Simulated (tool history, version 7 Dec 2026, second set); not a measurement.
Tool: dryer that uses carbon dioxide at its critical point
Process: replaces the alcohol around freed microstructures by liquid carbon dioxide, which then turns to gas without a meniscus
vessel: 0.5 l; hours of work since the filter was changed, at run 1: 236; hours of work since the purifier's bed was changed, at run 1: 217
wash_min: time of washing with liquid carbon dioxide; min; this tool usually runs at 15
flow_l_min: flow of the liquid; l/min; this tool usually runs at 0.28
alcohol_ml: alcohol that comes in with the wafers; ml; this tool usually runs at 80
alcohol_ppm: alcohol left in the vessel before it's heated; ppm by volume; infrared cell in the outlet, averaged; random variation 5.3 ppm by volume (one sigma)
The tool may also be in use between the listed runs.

| run | hour | wash_min | flow_l_min | alcohol_ml | hours of work since the filter was changed | hours of work since the purifier's bed was changed | alcohol_ppm |
|---|---|---|---|---|---|---|---|
| 1 | 0 | 15 | 0.28 | 80 | 236 | 217 | 401 |
| 2 | 8.2 | 15 | 0.28 | 80 | 242 | 223 | 406 |
| 3 | 14.4 | 15 | 0.253 | 80 | 247 | 228 | 682 |
|  | 19.1 | inlet filter changed |
| 4 | 26.8 | 15 | 0.253 | 80 | 6 | 237 | 273 |
| 5 | 35 | 15 | 0.253 | 80 | 12 | 243 | 289 |
| 6 | 46.9 | 15 | 0.28 | 80 | 22 | 253 | 186 |
| 7 | 59.4 | 15 | 0.267 | 80 | 31 | 262 | 231 |
| 8 | 66.6 | 15 | 0.28 | 80 | 37 | 268 | 197 |
| 9 | 72.4 | 15 | 0.28 | 80 | 41 | 272 | 213 |
| 10 | 85.4 | 15 | 0.28 | 80 | 51 | 282 | 198 |
| 11 | 92.2 | 15 | 0.28 | 80 | 57 | 288 | 220 |

What will run 12 give?
| 12 | 99.8 | 15 | 0.28 | 80 | 62 | 294 | ? |

{"run 12": {"alcohol_ppm": 225}}
Without the tool's hidden state the same run would have given alcohol_ppm 116 ppm by volume.

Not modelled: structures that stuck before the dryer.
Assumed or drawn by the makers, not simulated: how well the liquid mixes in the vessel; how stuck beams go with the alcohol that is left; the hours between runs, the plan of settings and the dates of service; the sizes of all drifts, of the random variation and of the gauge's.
